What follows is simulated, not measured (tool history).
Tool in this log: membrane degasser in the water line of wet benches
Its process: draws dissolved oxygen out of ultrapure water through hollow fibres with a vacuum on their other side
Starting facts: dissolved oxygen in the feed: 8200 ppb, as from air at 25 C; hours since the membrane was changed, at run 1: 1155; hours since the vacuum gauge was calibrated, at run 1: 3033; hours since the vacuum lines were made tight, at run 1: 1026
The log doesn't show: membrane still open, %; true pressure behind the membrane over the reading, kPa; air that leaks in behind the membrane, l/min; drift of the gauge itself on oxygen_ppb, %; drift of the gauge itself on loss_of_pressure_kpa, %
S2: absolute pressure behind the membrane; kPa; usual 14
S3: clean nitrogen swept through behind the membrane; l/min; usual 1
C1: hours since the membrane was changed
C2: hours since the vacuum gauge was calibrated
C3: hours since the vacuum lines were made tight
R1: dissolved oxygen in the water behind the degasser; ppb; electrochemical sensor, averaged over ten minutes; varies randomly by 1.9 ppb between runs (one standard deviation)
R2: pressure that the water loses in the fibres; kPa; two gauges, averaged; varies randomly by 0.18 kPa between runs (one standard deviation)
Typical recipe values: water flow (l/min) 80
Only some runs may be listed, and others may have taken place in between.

run 1 hour=0 | water_flow_(l/min)=80 S2=14 S3=1 | C1=1155 C2=3033 C3=1026 | R1=1315.2 R2=40.57
run 2 hour=206.4 | water_flow_(l/min)=80 S2=13.1 S3=1 | C1=1361 C2=3239 C3=1232 | R1=1225.5 R2=41.12
run 3 hour=315.4 | water_flow_(l/min)=93 S2=13.1 S3=1 | C1=1471 C2=3348 C3=1341 | R1=1353.7 R2=47.81
run 4 hour=464 | water_flow_(l/min)=80 S2=14 S3=1 | C1=1619 C2=3497 C3=1490 | R1=1322.8 R2=40.84
run 5 hour=698.8 | water_flow_(l/min)=80 S2=14 S3=0.59 | C1=1854 C2=3731 C3=1725 | R1=1774.9 R2=40.49
run 6 hour=801.8 | water_flow_(l/min)=80 S2=14 S3=0.59 | C1=1957 C2=3834 C3=1828 | R1=1774.9 R2=40.87
run 7 hour=919.7 | water_flow_(l/min)=80 S2=14 S3=0.59 | C1=2075 C2=3952 C3=1945 | R1=1774 R2=41.21
run 8 hour=1062.6 | water_flow_(l/min)=80 S2=14 S3=0.59 | C1=2218 C2=4095 C3=2088 | R1=1774.7 R2=40.75
run 9 hour=1244.7 | water_flow_(l/min)=80 S2=14 S3=0.59 | C1=2400 C2=4277 C3=2270 | R1=1774.5 R2=41.03
run 10 hour=1479.3 | water_flow_(l/min)=80 S2=14 S3=0.59 | C1=2634 C2=4512 C3=2505 | R1=1776.5 R2=41.04
run 11 hour=1653.5 | water_flow_(l/min)=80 S2=14 S3=1 | C1=2809 C2=4686 C3=2679 | R1=1329.4 R2=40.85
run 12 hour=1784.4 | water_flow_(l/min)=80 S2=12 S3=0.48 | C1=2940 C2=4817 C3=2810 | R1=1660.8 R2=40.63
run 13 hour=1974.6 | water_flow_(l/min)=80 S2=12 S3=0.48 | C1=3130 C2=5007 C3=3000 | R1=1660.6 R2=41.34
run 14 hour=2191.1 | water_flow_(l/min)=122 S2=17.5 S3=1.77 | C1=3346 C2=5224 C3=3217 | R1=1578.5 R2=62.59
run 15 hour=2390.3 | water_flow_(l/min)=59 S2=8.7 S3=1.25 | C1=3545 C2=5423 C3=3416 | R1=508.8 R2=30.66
run 16 hour=2535.2 | water_flow_(l/min)=52 S2=28.2 S3=0.42 | C1=3690 C2=5568 C3=3561 | R1=3220.3 R2=26.62
-- hour=2739.9 vacuum gauge calibrated
run 17 hour=2757.3 | water_flow_(l/min)=60 S2=24.3 S3=1 | C1=3912 C2=17 C3=3783 | R1=1902.1 R2=30.83
run 18 hour=2880.3 | water_flow_(l/min)=83 S2=17.1 S3=0.67 | C1=4035 C2=140 C3=3906 | R1=2059.6 R2=42.69
run 19 hour=3050.1 | water_flow_(l/min)=53 S2=16.8 S3=1 | C1=4205 C2=310 C3=4075 | R1=1204.1 R2=27.43
run 20 hour=3270.4 | water_flow_(l/min)=80 S2=14 S3=1.98 | C1=4425 C2=530 C3=4296 | R1=828.7 R2=41.04
run 21 hour=3475.3 | water_flow_(l/min)=53 S2=10.4 S3=1.98 | C1=4630 C2=735 C3=4501 | R1=404.1 R2=27.31
run 22 hour=3616.2 | water_flow_(l/min)=53 S2=10.4 S3=1.98 | C1=4771 C2=876 C3=4641 | R1=403.8 R2=27.31

Had the tool no unlogged condition, and each run kept its random variation, what would the results have been?
run=1 R1=1298.4 R2=40.37
run=2 R1=1207.4 R2=40.88
run=3 R1=1333.2 R2=47.52
run=4 R1=1303.8 R2=40.55
run=5 R1=1749.2 R2=40.17
run=6 R1=1748.8 R2=40.53
run=7 R1=1747.3 R2=40.85
run=8 R1=1747.3 R2=40.37
run=9 R1=1746.2 R2=40.63
run=10 R1=1747 R2=40.6
run=11 R1=1305.3 R2=40.38
run=12 R1=1624.7 R2=40.14
run=13 R1=1623.4 R2=40.82
run=14 R1=1553.4 R2=61.75
run=15 R1=487.2 R2=30.23
run=16 R1=3200.3 R2=26.22
run=17 R1=1903.6 R2=30.35
run=18 R1=2062.6 R2=41.99
run=19 R1=1204.8 R2=26.97
run=20 R1=826.6 R2=40.31
run=21 R1=402.9 R2=26.8
run=22 R1=402.3 R2=26.79

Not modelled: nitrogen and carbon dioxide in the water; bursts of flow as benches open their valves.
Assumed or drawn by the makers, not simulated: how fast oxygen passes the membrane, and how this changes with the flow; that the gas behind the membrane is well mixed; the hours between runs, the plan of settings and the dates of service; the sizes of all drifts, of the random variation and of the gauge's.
